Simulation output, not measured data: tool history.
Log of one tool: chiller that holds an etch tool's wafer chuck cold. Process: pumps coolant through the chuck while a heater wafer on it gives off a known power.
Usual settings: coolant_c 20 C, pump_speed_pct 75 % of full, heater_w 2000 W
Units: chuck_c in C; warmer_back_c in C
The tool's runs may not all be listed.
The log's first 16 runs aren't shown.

| run | day | coolant_c | pump_speed_pct | heater_w | hours since the coolant was changed and the channels were flushed | hours since the pump was overhauled | hours since the chiller's thermometer was calibrated | chuck_c | warmer_back_c |
|---|---|---|---|---|---|---|---|---|---|
| 17 | 33.454 | 20 | 75 | 2000 | 7456 | 1424 | 4038 | 38 | 9 |
| 18 | 36.075 | 14 | 83 | 1183 | 7519 | 1486 | 4101 | 23.8 | 4.85 |
| 19 | 38.338 | 14 | 83 | 1183 | 7574 | 1541 | 4155 | 23.5 | 4.84 |
| 20 | 40.746 | 24 | 88 | 2471 | 7631 | 1599 | 4213 | 43.9 | 9.48 |
| 21 | 43.875 | 24 | 88 | 2471 | 7706 | 1674 | 4288 | 43.9 | 9.55 |
| 22 | 45.708 | 19 | 75 | 2008 | 7750 | 1718 | 4332 | 37.1 | 9.11 |
| 23 | 48.508 | 28 | 75 | 1795 | 7818 | 1785 | 4399 | 44.1 | 8.16 |
| 24 | 50.646 | 27 | 71 | 2000 | 7869 | 1836 | 4450 | 45.8 | 9.63 |
|  | 52.433 | coolant changed, channels flushed |
| 25 | 53.638 | 20 | 65 | 2000 | 29 | 1902 | 4516 | 38.9 | 10.64 |
| 26 | 55.954 | 19 | 83 | 1341 | 84 | 1958 | 4572 | 29.3 | 5.44 |
| 27 | 57.746 | 19 | 83 | 1341 | 127 | 2001 | 4615 | 29.3 | 5.48 |
| 28 | 59.183 | 16 | 75 | 2086 | 162 | 2035 | 4649 | 33.7 | 9.54 |
| 29 | 60.596 | 11 | 75 | 2000 | 196 | 2069 | 4683 | 27.8 | 9.13 |
| 30 | 61.871 | 16 | 64 | 1396 | 227 | 2100 | 4714 | 29.2 | 7.53 |
| 31 | 63.954 | 16 | 64 | 1396 | 276 | 2150 | 4764 | 29.2 | 7.48 |
| 32 | 65.554 | 20 | 98 | 2589 | 315 | 2188 | 4802 | 38.2 | 9.05 |

3 ways to go on from here, each from the tool as it stands after run 32. What would each give?
| A | 67.046 | 20 | 98 | 1072 | 351 | 2224 | 4838 | ? | ? |
| B | 67.046 | 30 | 75 | 1391 | 351 | 2224 | 4838 | ? | ? |
| C | 67.046 | 21 | 99 | 1253 | 351 | 2224 | 4838 | ? | ? |

| run | chuck_c | warmer_back_c |
|---|---|---|
| A | 27.2 | 3.77 |
| B | 41.6 | 6.37 |
| C | 29.5 | 4.27 |
Without the tool's hidden state the same runs would have given:
| run | chuck_c | warmer_back_c |
|---|---|---|
| A | 27.5 | 3.69 |
| B | 41.8 | 6.23 |
| C | 29.8 | 4.18 |
